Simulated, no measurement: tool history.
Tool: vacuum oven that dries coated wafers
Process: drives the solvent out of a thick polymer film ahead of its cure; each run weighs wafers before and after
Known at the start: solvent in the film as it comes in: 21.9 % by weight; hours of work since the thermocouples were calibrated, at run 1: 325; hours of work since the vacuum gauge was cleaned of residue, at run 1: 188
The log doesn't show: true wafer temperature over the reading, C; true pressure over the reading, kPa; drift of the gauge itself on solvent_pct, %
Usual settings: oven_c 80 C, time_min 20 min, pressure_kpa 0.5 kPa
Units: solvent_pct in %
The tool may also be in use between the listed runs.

run	hour	oven_c	time_min	pressure_kpa	hours of work since the thermocouples were calibrated	hours of work since the vacuum gauge was cleaned of residue	solvent_pct
1	0	80	20	0.5	325	188	0.96
2	13.7	80	20	0.5	332	194	0.91
3	31.3	80	20	0.535	340	202	0.96
4	59	80	20	0.535	352	215	0.91
5	80.3	80	20	0.535	362	225	0.89
6	102.2	80	20	0.499	372	235	0.91
7	118.4	80	20	0.499	380	242	0.94
8	144.7	80	20	0.499	392	255	0.88
9	174.8	67	14	0.5	406	268	8.06
10	205.7	81	15	0.262	420	283	1.44
11	221.5	74	24	0.529	427	290	1.77
12	235.2	71	20	0.261	434	296	3.78
13	266.9	71	20	0.261	448	311	3.69
14	289.9	71	20	0.261	459	321	3.68
15	317	69	26	0.261	471	334	3.17
16	335.5	69	26	0.261	480	342	3.16

4 ways to go on from here, each from the tool as it stands after run 16. What would each give?
A	363.7	75	11	1.498	493	355	?
B	363.7	80	13	0.856	493	355	?
C	363.7	80	20	0.32	493	355	?
D	363.7	69	26	0.464	493	355	?

run	solvent_pct
A	5.68
B	2.45
C	0.84
D	3.19
Without the tool's hidden state the same runs would have given:
run	solvent_pct
A	5.89
B	2.6
C	0.9
D	3.36
